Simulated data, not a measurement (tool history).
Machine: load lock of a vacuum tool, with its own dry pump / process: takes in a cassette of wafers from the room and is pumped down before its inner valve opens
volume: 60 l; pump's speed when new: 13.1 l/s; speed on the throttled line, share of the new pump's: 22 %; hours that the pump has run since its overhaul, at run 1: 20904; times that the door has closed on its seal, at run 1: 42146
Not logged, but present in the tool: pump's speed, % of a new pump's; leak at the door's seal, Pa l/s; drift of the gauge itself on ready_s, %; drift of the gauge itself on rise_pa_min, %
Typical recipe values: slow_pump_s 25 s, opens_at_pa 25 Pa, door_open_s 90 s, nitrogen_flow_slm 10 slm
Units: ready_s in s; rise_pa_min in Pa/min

run	hour	slow_pump_s	opens_at_pa	door_open_s	nitrogen_flow_slm	hours that the pump has run since its overhaul	times that the door has closed on its seal	incoming humidity of the room's air, %	ready_s	rise_pa_min
1	0.0	25	25	90	10	20904	42146	46.2	61.6	0.574
# hour 92.5: dry pump taken out, an overhauled one fitted
2	450.3	25	20	90	10	358	43796	43.4	58.4	0.599
# hour 582.5: door's seal changed, seat wiped
3	910.4	25	20	90	10	816	1217	46.4	58.5	0.035
4	1398.0	25	25	90	10	1304	3029	45.2	58.0	0.041
5	1866.0	25	25	90	10	1772	4767	49.4	57.7	0.055
6	2364.0	25	25	90	29	2270	6617	43.5	58.3	0.051
7	2785.6	25	25	90	10	2692	8183	42.9	58.1	0.072
8	3196.8	25	25	90	10	3103	9710	44.8	58.5	0.078
9	3615.6	23	25	90	10	3522	11265	42.1	56.8	0.095
10	3926.3	30	25	90	17	3832	12419	43.2	61.8	0.095
11	4462.3	23	19	45	10	4368	14410	43.0	58.1	0.110
12	4727.2	23	30	45	7	4633	15394	45.3	56.5	0.114
13	5096.4	23	38	63	7	5002	16765	43.5	54.9	0.135

Run 14 comes next. What will it give?
14	5440.8	23	38	63	7	5347	18045	48.3	?	?

ready_s: 54.4 s
rise_pa_min: 0.145 Pa/min
Had the tool carried no hidden state, the very same run would have given ready_s 53.8 s, rise_pa_min 0.031 Pa/min.
